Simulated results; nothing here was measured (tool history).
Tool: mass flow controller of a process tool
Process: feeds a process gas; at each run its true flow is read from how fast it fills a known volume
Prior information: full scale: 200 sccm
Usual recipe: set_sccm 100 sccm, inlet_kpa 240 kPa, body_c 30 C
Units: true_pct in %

{"run": 1, "day": 0.0, "set_sccm": 100, "inlet_kpa": 240, "body_c": 30, "true_pct": 98.8}
{"run": 2, "day": 12.754, "set_sccm": 100, "inlet_kpa": 240, "body_c": 30, "true_pct": 98.66}
{"run": 3, "day": 28.504, "set_sccm": 100, "inlet_kpa": 142, "body_c": 30, "true_pct": 98.86}
{"run": 4, "day": 41.683, "set_sccm": 100, "inlet_kpa": 240, "body_c": 30, "true_pct": 98.41}
{"run": 5, "day": 52.454, "set_sccm": 100, "inlet_kpa": 240, "body_c": 30, "true_pct": 98.38}
{"run": 6, "day": 70.758, "set_sccm": 100, "inlet_kpa": 240, "body_c": 30, "true_pct": 98.09}
{"run": 7, "day": 89.408, "set_sccm": 100, "inlet_kpa": 240, "body_c": 30, "true_pct": 97.8}
{"run": 8, "day": 100.504, "set_sccm": 100, "inlet_kpa": 240, "body_c": 30, "true_pct": 97.87}
{"run": 9, "day": 110.092, "set_sccm": 100, "inlet_kpa": 176, "body_c": 30, "true_pct": 97.82}
{"run": 10, "day": 126.446, "set_sccm": 100, "inlet_kpa": 176, "body_c": 30, "true_pct": 97.69}
{"run": 11, "day": 145.088, "set_sccm": 100, "inlet_kpa": 240, "body_c": 30, "true_pct": 97.33}
{"run": 12, "day": 158.496, "set_sccm": 51, "inlet_kpa": 240, "body_c": 35, "true_pct": 96.91}
{"run": 13, "day": 176.962, "set_sccm": 59, "inlet_kpa": 156, "body_c": 34, "true_pct": 97.09}
{"day": 179.604, "done": "controller's zero set anew"}
{"run": 14, "day": 190.375, "set_sccm": 114, "inlet_kpa": 238, "body_c": 38, "true_pct": 97.46}
{"run": 15, "day": 199.75, "set_sccm": 31, "inlet_kpa": 237, "body_c": 36, "true_pct": 96.36}
{"run": 16, "day": 214.138, "set_sccm": 31, "inlet_kpa": 237, "body_c": 36, "true_pct": 96.12}
{"day": 215.779, "done": "gauge calibrated"}
{"run": 17, "day": 224.833, "set_sccm": 46, "inlet_kpa": 190, "body_c": 21, "true_pct": 97.57}
{"run": 18, "day": 235.662, "set_sccm": 105, "inlet_kpa": 232, "body_c": 36, "true_pct": 98.86}
{"run": 19, "day": 248.133, "set_sccm": 100, "inlet_kpa": 240, "body_c": 24, "true_pct": 98.21}
{"day": 261.417, "done": "controller exchanged for a calibrated one"}
{"run": 20, "day": 268.967, "set_sccm": 100, "inlet_kpa": 240, "body_c": 24, "true_pct": 97.85}
{"run": 21, "day": 289.292, "set_sccm": 100, "inlet_kpa": 171, "body_c": 30, "true_pct": 98.29}
{"run": 22, "day": 307.171, "set_sccm": 100, "inlet_kpa": 257, "body_c": 32, "true_pct": 97.85}

Alternative continuations, all from the tool just after run 22; predict every row:
{"run": "A", "day": 324.121, "set_sccm": 90, "inlet_kpa": 158, "body_c": 35, "true_pct": "?"}
{"run": "B", "day": 324.121, "set_sccm": 106, "inlet_kpa": 203, "body_c": 20, "true_pct": "?"}
{"run": "C", "day": 324.121, "set_sccm": 20, "inlet_kpa": 257, "body_c": 32, "true_pct": "?"}
{"run": "D", "day": 324.121, "set_sccm": 115, "inlet_kpa": 271, "body_c": 35, "true_pct": "?"}

run=A true_pct=98.19
run=B true_pct=97.39
run=C true_pct=96.75
run=D true_pct=98.17
What these runs would have given with no unlogged condition in the tool:
run=A true_pct=99.25
run=B true_pct=98.43
run=C true_pct=97.80
run=D true_pct=99.22
